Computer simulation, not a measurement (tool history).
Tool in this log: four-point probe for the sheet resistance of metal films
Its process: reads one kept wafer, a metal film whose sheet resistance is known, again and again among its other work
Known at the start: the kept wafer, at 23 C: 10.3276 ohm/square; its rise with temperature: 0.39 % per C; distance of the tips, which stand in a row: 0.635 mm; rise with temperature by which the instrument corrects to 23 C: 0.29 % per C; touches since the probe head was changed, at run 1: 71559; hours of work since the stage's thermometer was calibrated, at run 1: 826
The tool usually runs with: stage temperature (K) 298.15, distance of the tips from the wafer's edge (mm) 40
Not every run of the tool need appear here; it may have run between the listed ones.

run	hour	stage temperature (K)	distance of the tips from the wafer's edge (mm)	touches since the probe head was changed	hours of work since the stage's thermometer was calibrated	sheet resistance as the instrument gives it (ohm/square)
1	0.0	298.15	40	71559	826	10.425443
2	103.9	298.15	5	73482	893	10.516095
3	191.7	303.15	40	75108	950	10.475921
4	294.3	292.15	40	77006	1016	10.367735
5	346.4	292.15	40	77970	1050	10.370261
6	423.6	292.15	10	79400	1100	10.393235
7	472.3	292.15	10	80301	1131	10.396047
8	537.5	292.15	40	81507	1173	10.369671
# hour 606.8: stage's thermometer calibrated
9	609.7	298.15	40	82835	2	10.418412
10	708.2	298.15	40	84657	66	10.426159
11	804.6	295.15	40	86442	128	10.396623
12	915.8	298.15	63	88500	200	10.423430
13	1002.6	307.15	4	90107	256	10.654800
14	1059.7	303.15	14	91164	293	10.488623
15	1127.0	303.15	14	92408	337	10.487322
16	1191.0	294.15	16	93594	378	10.396684
17	1265.9	294.15	16	94980	427	10.398203
18	1329.5	294.15	16	96157	468	10.399838
19	1436.3	294.15	16	98134	537	10.400448
20	1551.6	294.15	16	100267	611	10.404732

Below, each run's measurement less what the same run would have read without the hidden state. Both values contain the same run-to-run variation, but the gauge's scatter may not be the same in both:
Unlogged tool condition in this case: inner tips' distance over the nominal, %; tips' flats over new ones', %; wafer's true temperature over the reading, C; drift of the gauge itself on sheet_ohm, %.
run	sheet resistance as the instrument gives it (ohm/square)
1	+0.074770
2	+0.077282
3	+0.078378
4	+0.079876
5	+0.080693
6	+0.082258
7	+0.083067
8	+0.084128
9	+0.071280
10	+0.073182
11	+0.074693
12	+0.076802
13	+0.079996
14	+0.079955
15	+0.081103
16	+0.081695
17	+0.083112
18	+0.084327
19	+0.086316
20	+0.088415

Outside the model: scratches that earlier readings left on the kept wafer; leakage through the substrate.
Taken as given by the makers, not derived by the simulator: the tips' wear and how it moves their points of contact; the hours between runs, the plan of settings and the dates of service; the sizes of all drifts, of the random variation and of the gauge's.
